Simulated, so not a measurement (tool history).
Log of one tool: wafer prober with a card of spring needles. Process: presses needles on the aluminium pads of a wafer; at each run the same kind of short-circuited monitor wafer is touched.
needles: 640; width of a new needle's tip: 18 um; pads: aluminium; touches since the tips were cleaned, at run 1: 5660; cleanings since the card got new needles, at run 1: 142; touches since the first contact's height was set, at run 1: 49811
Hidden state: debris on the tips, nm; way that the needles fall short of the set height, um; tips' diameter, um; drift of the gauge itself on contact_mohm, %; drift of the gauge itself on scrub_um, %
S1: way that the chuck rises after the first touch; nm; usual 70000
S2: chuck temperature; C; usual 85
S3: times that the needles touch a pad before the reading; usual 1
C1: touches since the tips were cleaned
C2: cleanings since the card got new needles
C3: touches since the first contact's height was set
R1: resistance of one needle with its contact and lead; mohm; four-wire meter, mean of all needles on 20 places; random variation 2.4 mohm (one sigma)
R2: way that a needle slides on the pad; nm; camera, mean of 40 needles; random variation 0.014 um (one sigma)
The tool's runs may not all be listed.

run	hour	S1	S2	S3	C1	C2	C3	R1	R2
1	0	70000	85	1	5660	142	49811	267	9080
# hour 4.7: tips cleaned on abrasive film
# hour 26.5: tips cleaned on abrasive film
# hour 48.2: tips cleaned on abrasive film
# hour 70.5: tips cleaned on abrasive film
2	77.8	70000	85	1	2660	146	78213	270	9090
# hour 90.7: tips cleaned on abrasive film
# hour 112.9: tips cleaned on abrasive film
# hour 135.7: tips cleaned on abrasive film
3	146.1	83000	85	1	3834	149	103190	265	10760
# hour 154.3: tips cleaned on abrasive film
# hour 176.6: tips cleaned on abrasive film
# hour 195.2: tips cleaned on abrasive film
4	195.2	70000	122	1	0	152	121106	280	9080
# hour 217.6: tips cleaned on abrasive film
5	234.8	70000	122	1	6323	153	135588	278	9050
# hour 239.5: tips cleaned on abrasive film
# hour 260.5: tips cleaned on abrasive film
# hour 279.1: tips cleaned on abrasive film
6	294.8	70000	122	1	5768	156	157519	277	9080
# hour 299.6: tips cleaned on abrasive film
# hour 321.1: tips cleaned on abrasive film
# hour 344: tips cleaned on abrasive film
7	359.8	70000	110	1	5801	159	181256	273	9120
# hour 364.5: tips cleaned on abrasive film
# hour 387.1: tips cleaned on abrasive film
8	404.2	70000	85	1	6308	161	197495	267	9080
# hour 409: tips cleaned on abrasive film
# hour 430.8: tips cleaned on abrasive film
# hour 452.6: tips cleaned on abrasive film
9	454.8	70000	85	1	803	164	215957	264	9110
# hour 459.2: height of the first contact set anew
# hour 473.2: tips cleaned on abrasive film
# hour 493.9: tips cleaned on abrasive film
# hour 515.5: tips cleaned on abrasive film
# hour 534.9: tips cleaned on abrasive film
10	534.9	70000	85	1	0	168	27635	272	9090
# hour 556: tips cleaned on abrasive film
# hour 577.8: tips cleaned on abrasive film
11	581.5	70000	104	1	1367	170	44690	272	9090
# hour 599.4: tips cleaned on abrasive film
# hour 621.4: tips cleaned on abrasive film
12	627.3	70000	104	1	2178	172	61420	268	9110
# hour 641.3: tips cleaned on abrasive film
# hour 663.4: tips cleaned on abrasive film
# hour 685.8: tips cleaned on abrasive film
13	700	70000	104	1	5227	175	87986	273	9120
# hour 704.5: tips cleaned on abrasive film
# hour 727: tips cleaned on abrasive film
# hour 749.3: tips cleaned on abrasive film
# hour 769.1: tips cleaned on abrasive film
14	769.1	70000	85	1	0	179	113222	268	9100
# hour 789.1: tips cleaned on abrasive film
# hour 812.3: tips cleaned on abrasive film
15	821.9	70000	85	1	3527	181	132499	266	9120
# hour 831.2: tips cleaned on abrasive film
# hour 854.1: tips cleaned on abrasive film
# hour 877.4: tips cleaned on abrasive film
# hour 897.4: tips cleaned on abrasive film
16	897.4	70000	85	2	0	185	160067	263	9140
# hour 920.4: tips cleaned on abrasive film
# hour 942.6: tips cleaned on abrasive film
# hour 962.9: tips cleaned on abrasive film
17	962.9	52000	85	1	0	188	184007	275	6800
# hour 983: tips cleaned on abrasive film
# hour 1005.1: tips cleaned on abrasive film
# hour 1027.3: tips cleaned on abrasive film
18	1035.6	80000	80	1	3033	191	210588	264	10450
# hour 1048.3: tips cleaned on abrasive film
# hour 1053.2: height of the first contact set anew
# hour 1070.4: tips cleaned on abrasive film
19	1085	80000	80	2	5363	193	11628	264	10430
# hour 1089.1: tips cleaned on abrasive film
# hour 1111: tips cleaned on abrasive film
20	1119.2	80000	80	2	2985	195	24099	265	10440
# hour 1131.6: tips cleaned on abrasive film
# hour 1152.9: tips cleaned on abrasive film
# hour 1173.9: tips cleaned on abrasive film
21	1189.8	87000	55	1	5815	198	49907	260	11390
# hour 1193.9: tips cleaned on abrasive film
# hour 1217.1: tips cleaned on abrasive film
# hour 1239.6: tips cleaned on abrasive film
22	1239.6	56000	55	2	0	201	68084	262	7310
# hour 1262.8: tips cleaned on abrasive film
# hour 1281.4: tips cleaned on abrasive film
# hour 1303.3: tips cleaned on abrasive film
23	1313	56000	92	2	3566	204	94920	274	7330
# hour 1322.4: tips cleaned on abrasive film
# hour 1345.6: tips cleaned on abrasive film
# hour 1364.2: tips cleaned on abrasive film
# hour 1387.4: tips cleaned on abrasive film
24	1391.5	56000	92	2	1497	208	123587	272	7330
# hour 1408.2: tips cleaned on abrasive film
# hour 1429: tips cleaned on abrasive film
25	1437.7	70000	85	1	3191	210	140477	266	9170
# hour 1451.2: tips cleaned on abrasive film
# hour 1469.8: tips cleaned on abrasive film
# hour 1492.1: tips cleaned on abrasive film
# hour 1514.3: tips cleaned on abrasive film
26	1514.3	78000	55	3	0	214	168434	260	10220
# hour 1535.7: tips cleaned on abrasive film
# hour 1558.6: tips cleaned on abrasive film
# hour 1577.2: tips cleaned on abrasive film
27	1587.1	62000	92	1	3641	217	195051	271	8120
# hour 1596.5: tips cleaned on abrasive film
# hour 1618.5: tips cleaned on abrasive film
# hour 1639.6: tips cleaned on abrasive film
28	1646.1	83000	85	1	2411	220	216607	265	10850
# hour 1650.8: height of the first contact set anew
# hour 1659.4: tips cleaned on abrasive film
# hour 1681.4: tips cleaned on abrasive film
29	1689	77000	80	2	2791	222	13969	261	10120

Forecast each of these 3 alternatives for the next run:
# hour 1703: tips cleaned on abrasive film
# hour 1724.4: tips cleaned on abrasive film
# hour 1747.6: tips cleaned on abrasive film
A	1756.8	70000	85	2	3403	225	38744	?	?
# hour 1703: tips cleaned on abrasive film
# hour 1724.4: tips cleaned on abrasive film
# hour 1747.6: tips cleaned on abrasive film
B	1756.8	55000	91	2	3403	225	38744	?	?
# hour 1703: tips cleaned on abrasive film
# hour 1724.4: tips cleaned on abrasive film
# hour 1747.6: tips cleaned on abrasive film
C	1756.8	70000	85	2	3403	225	38744	?	?

run	R1	R2
A	266	9170
B	275	7200
C	268	9180
Without the tool's hidden state the same runs would have given:
run	R1	R2
A	266	9060
B	275	7120
C	268	9070
